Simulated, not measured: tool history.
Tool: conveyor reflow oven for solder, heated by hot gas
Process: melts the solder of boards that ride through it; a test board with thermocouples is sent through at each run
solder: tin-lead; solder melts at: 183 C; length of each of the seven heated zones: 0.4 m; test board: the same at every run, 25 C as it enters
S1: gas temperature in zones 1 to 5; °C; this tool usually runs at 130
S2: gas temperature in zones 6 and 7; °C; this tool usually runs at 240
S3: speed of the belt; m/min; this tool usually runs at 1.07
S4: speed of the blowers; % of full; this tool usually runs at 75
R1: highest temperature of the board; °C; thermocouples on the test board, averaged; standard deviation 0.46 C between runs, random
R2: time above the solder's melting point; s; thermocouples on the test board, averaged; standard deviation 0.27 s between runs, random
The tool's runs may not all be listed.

run,day,S1,S2,S3,S4,R1,R2
1,0.000,130,240,1.07,75,218.7,32.3
2,0.388,130,240,1.18,75,213.8,27.6
3,1.133,130,240,1.18,75,214.6,27.1
4,1.700,130,240,1.18,75,214.0,26.7
5,2.362,130,240,1.18,75,213.3,27.1
6,3.000,130,240,1.07,75,218.3,32.9
7,3.454,130,254,1.07,75,231.1,37.4
8,4.188,130,254,1.07,75,229.4,37.0
9,4.679,130,254,1.07,75,230.1,36.9
10,5.088,130,240,1.07,70,217.5,31.3
11,5.475,130,240,0.86,75,225.9,45.3
12,5.946,130,240,0.86,75,226.2,45.0
13,6.717,130,240,0.86,75,225.6,45.0
14,7.075,130,240,0.86,75,226.4,45.3
15,7.404,130,234,1.07,75,213.2,29.4

Run 16 has not been measured yet. What should we expect?
16,7.921,130,240,0.91,73,?,?

Run 16 gave R1 223.0 °C, R2 41.2 s.
Without the tool's hidden state the same run would have given R1 223.8 °C, R2 41.4 s.
